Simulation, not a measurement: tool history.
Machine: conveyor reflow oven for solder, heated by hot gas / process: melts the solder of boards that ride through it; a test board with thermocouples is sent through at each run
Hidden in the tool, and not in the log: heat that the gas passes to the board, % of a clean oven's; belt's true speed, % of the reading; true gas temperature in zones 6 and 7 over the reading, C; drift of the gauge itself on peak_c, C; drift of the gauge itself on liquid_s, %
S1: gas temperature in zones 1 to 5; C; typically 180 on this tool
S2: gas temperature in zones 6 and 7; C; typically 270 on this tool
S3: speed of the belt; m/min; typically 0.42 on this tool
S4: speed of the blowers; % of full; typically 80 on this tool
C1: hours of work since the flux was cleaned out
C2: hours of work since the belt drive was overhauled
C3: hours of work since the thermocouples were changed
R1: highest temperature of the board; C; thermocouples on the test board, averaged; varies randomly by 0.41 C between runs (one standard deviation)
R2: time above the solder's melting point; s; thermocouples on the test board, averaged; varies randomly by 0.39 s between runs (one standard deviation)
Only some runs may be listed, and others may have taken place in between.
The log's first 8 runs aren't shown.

run,hour,S1,S2,S3,S4,C1,C2,C3,R1,R2
9,422.4,181,270,0.42,59,107,678,347,245.5,69.3
# hour 457.8: flux residue cleaned out of gas plates and filters, once more
10,457.8,181,270,0.42,59,0,696,366,251.5,78.2
11,487.2,180,270,0.42,80,18,714,384,257.4,84
12,519.7,184,270,0.42,80,38,734,404,257.4,86.7
13,582.2,184,270,0.42,80,76,772,442,257.7,87
14,645.7,184,270,0.42,80,115,811,481,256.9,86.4
15,711,184,270,0.42,80,155,851,521,256.4,86.9
16,740.3,184,270,0.42,80,172,869,538,256,85.9
17,787.6,184,270,0.391,52,201,898,567,250,84.4
18,841.9,184,258,0.349,52,234,931,600,243.1,87.9
19,874.3,169,271,0.421,52,254,950,620,244.3,63.1
# hour 911.2: thermocouples of zones 6 and 7 changed
20,938.2,180,282,0.402,80,292,988,16,267.4,96.6
21,990.4,187,264,0.422,75,324,1020,48,250,81.8
22,1056.1,187,264,0.422,75,364,1060,88,250.3,81.5
23,1108.4,180,270,0.452,70,396,1092,120,249.9,71.2
24,1138,176,283,0.407,61,414,1110,138,261.8,87.1
25,1204.7,184,283,0.455,61,455,1151,179,258.3,78.9
# hour 1215.9: flux residue cleaned out of gas plates and filters
26,1265.9,184,279,0.47,54,30,1185,213,254.2,72.8
27,1313.3,184,279,0.47,54,59,1214,242,253.7,73.2
28,1355.8,174,270,0.341,80,85,1240,268,261.5,108.7
29,1422.8,180,259,0.42,80,126,1281,309,248.2,76.8
30,1460.6,180,259,0.42,80,149,1304,332,247,77
31,1511.8,180,270,0.406,80,181,1335,363,257.3,89.1

3 ways to go on from here, each from the tool as it stands after run 31. What would each give?
A,1564,166,270,0.361,54,212,1367,395,?,?
B,1564,165,270,0.4,76,212,1367,395,?,?
C,1564,180,269,0.341,64,212,1367,395,?,?

run,R1,R2
A,251.5,85.8
B,254,81.4
C,257.3,106.7
Without the tool's unlogged condition, the same runs would have read:
run,R1,R2
A,252.5,83.8
B,255.7,80
C,258.6,103.9
